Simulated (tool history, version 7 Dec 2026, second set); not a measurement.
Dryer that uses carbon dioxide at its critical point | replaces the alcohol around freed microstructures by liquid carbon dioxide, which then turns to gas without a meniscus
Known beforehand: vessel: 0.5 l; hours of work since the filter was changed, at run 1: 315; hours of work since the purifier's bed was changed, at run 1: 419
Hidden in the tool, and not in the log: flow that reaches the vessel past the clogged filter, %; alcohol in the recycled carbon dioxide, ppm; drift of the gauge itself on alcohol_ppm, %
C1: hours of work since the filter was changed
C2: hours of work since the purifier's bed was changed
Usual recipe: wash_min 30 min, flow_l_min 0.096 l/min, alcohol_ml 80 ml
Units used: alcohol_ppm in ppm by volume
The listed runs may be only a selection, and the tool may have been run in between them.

{"run": 1, "hour": 0.0, "wash_min": 30, "flow_l_min": 0.096, "alcohol_ml": 80, "C1": 315, "C2": 419, "alcohol_ppm": 1488}
{"run": 2, "hour": 19.3, "wash_min": 30, "flow_l_min": 0.096, "alcohol_ml": 39, "C1": 326, "C2": 430, "alcohol_ppm": 743}
{"run": 3, "hour": 31.5, "wash_min": 30, "flow_l_min": 0.096, "alcohol_ml": 80, "C1": 333, "C2": 436, "alcohol_ppm": 1530}
{"run": 4, "hour": 50.6, "wash_min": 30, "flow_l_min": 0.096, "alcohol_ml": 80, "C1": 343, "C2": 447, "alcohol_ppm": 1523}
{"run": 5, "hour": 61.6, "wash_min": 30, "flow_l_min": 0.096, "alcohol_ml": 80, "C1": 349, "C2": 453, "alcohol_ppm": 1586}
{"run": 6, "hour": 82.3, "wash_min": 30, "flow_l_min": 0.096, "alcohol_ml": 80, "C1": 361, "C2": 464, "alcohol_ppm": 1576}
{"run": 7, "hour": 100.3, "wash_min": 30, "flow_l_min": 0.096, "alcohol_ml": 80, "C1": 371, "C2": 474, "alcohol_ppm": 1562}
{"run": 8, "hour": 116.6, "wash_min": 44, "flow_l_min": 0.096, "alcohol_ml": 80, "C1": 380, "C2": 483, "alcohol_ppm": 243}
{"run": 9, "hour": 130.6, "wash_min": 44, "flow_l_min": 0.096, "alcohol_ml": 80, "C1": 388, "C2": 491, "alcohol_ppm": 258}
{"run": 10, "hour": 147.5, "wash_min": 44, "flow_l_min": 0.096, "alcohol_ml": 80, "C1": 397, "C2": 501, "alcohol_ppm": 259}
{"run": 11, "hour": 161.7, "wash_min": 44, "flow_l_min": 0.096, "alcohol_ml": 80, "C1": 405, "C2": 508, "alcohol_ppm": 258}
{"run": 12, "hour": 174.7, "wash_min": 44, "flow_l_min": 0.096, "alcohol_ml": 80, "C1": 412, "C2": 516, "alcohol_ppm": 260}
{"run": 13, "hour": 191.2, "wash_min": 30, "flow_l_min": 0.096, "alcohol_ml": 80, "C1": 421, "C2": 525, "alcohol_ppm": 1706}
{"run": 14, "hour": 207.7, "wash_min": 30, "flow_l_min": 0.096, "alcohol_ml": 80, "C1": 430, "C2": 534, "alcohol_ppm": 1723}
{"run": 15, "hour": 229.0, "wash_min": 30, "flow_l_min": 0.0714, "alcohol_ml": 21, "C1": 442, "C2": 546, "alcohol_ppm": 1504}
{"run": 16, "hour": 240.2, "wash_min": 30, "flow_l_min": 0.1238, "alcohol_ml": 36, "C1": 448, "C2": 552, "alcohol_ppm": 278}
{"run": 17, "hour": 259.3, "wash_min": 30, "flow_l_min": 0.1238, "alcohol_ml": 36, "C1": 459, "C2": 562, "alcohol_ppm": 296}
{"run": 18, "hour": 277.3, "wash_min": 30, "flow_l_min": 0.1238, "alcohol_ml": 36, "C1": 469, "C2": 572, "alcohol_ppm": 291}
{"run": 19, "hour": 286.8, "wash_min": 30, "flow_l_min": 0.1238, "alcohol_ml": 36, "C1": 474, "C2": 578, "alcohol_ppm": 300}
{"run": 20, "hour": 296.4, "wash_min": 30, "flow_l_min": 0.1238, "alcohol_ml": 36, "C1": 479, "C2": 583, "alcohol_ppm": 304}
{"run": 21, "hour": 317.3, "wash_min": 30, "flow_l_min": 0.1238, "alcohol_ml": 36, "C1": 491, "C2": 595, "alcohol_ppm": 311}
{"run": 22, "hour": 333.8, "wash_min": 31, "flow_l_min": 0.1419, "alcohol_ml": 78, "C1": 500, "C2": 604, "alcohol_ppm": 275}
{"run": 23, "hour": 351.0, "wash_min": 39, "flow_l_min": 0.102, "alcohol_ml": 44, "C1": 510, "C2": 613, "alcohol_ppm": 263}
{"run": 24, "hour": 361.0, "wash_min": 35, "flow_l_min": 0.109, "alcohol_ml": 65, "C1": 515, "C2": 619, "alcohol_ppm": 435}
{"run": 25, "hour": 373.2, "wash_min": 25, "flow_l_min": 0.0614, "alcohol_ml": 94, "C1": 522, "C2": 626, "alcohol_ppm": 17827}
{"run": 26, "hour": 393.4, "wash_min": 22, "flow_l_min": 0.096, "alcohol_ml": 27, "C1": 533, "C2": 637, "alcohol_ppm": 2187}
{"run": 27, "hour": 402.6, "wash_min": 22, "flow_l_min": 0.096, "alcohol_ml": 27, "C1": 538, "C2": 642, "alcohol_ppm": 2174}

Hidden state or all else? Some run-to-run changes of alcohol_ppm, split into what the settings, what came in and random variation would give without the hidden state, and what is left for the hidden state (with any gauge scatter that isn't in both results):
Run 24 -> 25: wash_min 35 -> 25, flow_l_min 0.109 -> 0.0614, alcohol_ml 65 -> 94. alcohol_ppm +17392 ppm by volume: hidden state +5053, all else +12339.
Run 25 -> 26: wash_min 25 -> 22, flow_l_min 0.0614 -> 0.096, alcohol_ml 94 -> 27. alcohol_ppm -15640 ppm by volume: hidden state -4435, all else -11205.
